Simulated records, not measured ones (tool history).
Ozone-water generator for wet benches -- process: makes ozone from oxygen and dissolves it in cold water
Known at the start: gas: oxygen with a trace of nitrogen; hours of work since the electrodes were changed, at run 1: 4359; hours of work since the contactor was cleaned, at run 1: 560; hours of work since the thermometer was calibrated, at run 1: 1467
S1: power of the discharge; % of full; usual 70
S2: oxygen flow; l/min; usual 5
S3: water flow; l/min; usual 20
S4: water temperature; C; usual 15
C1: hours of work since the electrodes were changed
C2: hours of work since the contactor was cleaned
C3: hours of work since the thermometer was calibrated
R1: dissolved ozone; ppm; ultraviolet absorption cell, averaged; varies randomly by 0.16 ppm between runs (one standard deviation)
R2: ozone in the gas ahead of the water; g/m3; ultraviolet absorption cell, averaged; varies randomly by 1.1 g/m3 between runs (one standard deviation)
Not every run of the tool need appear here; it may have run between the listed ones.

| run | hour | S1 | S2 | S3 | S4 | C1 | C2 | C3 | R1 | R2 |
|---|---|---|---|---|---|---|---|---|---|---|
| 1 | 0 | 70 | 5 | 20 | 15 | 4359 | 560 | 1467 | 20.9 | 188.2 |
| 2 | 71.3 | 70 | 5 | 20 | 15 | 4407 | 608 | 1515 | 20.8 | 186.9 |
| 3 | 223.5 | 70 | 5 | 20 | 15 | 4510 | 711 | 1618 | 20.8 | 187.5 |
| 4 | 305.3 | 69 | 5 | 20 | 15 | 4565 | 767 | 1674 | 20.5 | 185.8 |
| 5 | 379.8 | 70 | 5 | 20 | 20 | 4615 | 817 | 1724 | 19.7 | 186.4 |
| 6 | 462.4 | 99 | 4.7 | 27 | 13 | 4671 | 873 | 1780 | 22.2 | 256.4 |
| 7 | 551.8 | 70 | 5.65 | 24 | 15 | 4732 | 934 | 1841 | 17.7 | 173.7 |
| 8 | 695.1 | 78 | 5.82 | 19 | 23 | 4829 | 1031 | 1938 | 20.7 | 184.7 |
| 9 | 783.2 | 51 | 4.01 | 26 | 13 | 4888 | 1090 | 1997 | 12.9 | 165.5 |
| 10 | 911.2 | 43 | 5 | 24 | 23 | 4975 | 1177 | 2084 | 10.6 | 124.9 |

Each row is a separate what-if for the run after 10, all from the same tool condition, not one after another. Results?
| A | 990.5 | 52 | 5 | 21 | 13 | 5029 | 1230 | 2137 | ? | ? |
| B | 990.5 | 70 | 5 | 20 | 9 | 5029 | 1230 | 2137 | ? | ? |
| C | 990.5 | 58 | 3.45 | 14 | 23 | 5029 | 1230 | 2137 | ? | ? |
| D | 990.5 | 70 | 5 | 19 | 15 | 5029 | 1230 | 2137 | ? | ? |
| E | 990.5 | 43 | 5 | 24 | 8 | 5029 | 1230 | 2137 | ? | ? |

| run | R1 | R2 |
|---|---|---|
| A | 16.2 | 146.2 |
| B | 22.8 | 185.2 |
| C | 21.7 | 202.8 |
| D | 21.7 | 185.3 |
| E | 12.8 | 125.6 |
Without the tool's unlogged condition, the same runs would have read:
| run | R1 | R2 |
|---|---|---|
| A | 16.2 | 146.4 |
| B | 22.8 | 185.6 |
| C | 21.8 | 203.1 |
| D | 21.8 | 185.6 |
| E | 12.8 | 125.8 |

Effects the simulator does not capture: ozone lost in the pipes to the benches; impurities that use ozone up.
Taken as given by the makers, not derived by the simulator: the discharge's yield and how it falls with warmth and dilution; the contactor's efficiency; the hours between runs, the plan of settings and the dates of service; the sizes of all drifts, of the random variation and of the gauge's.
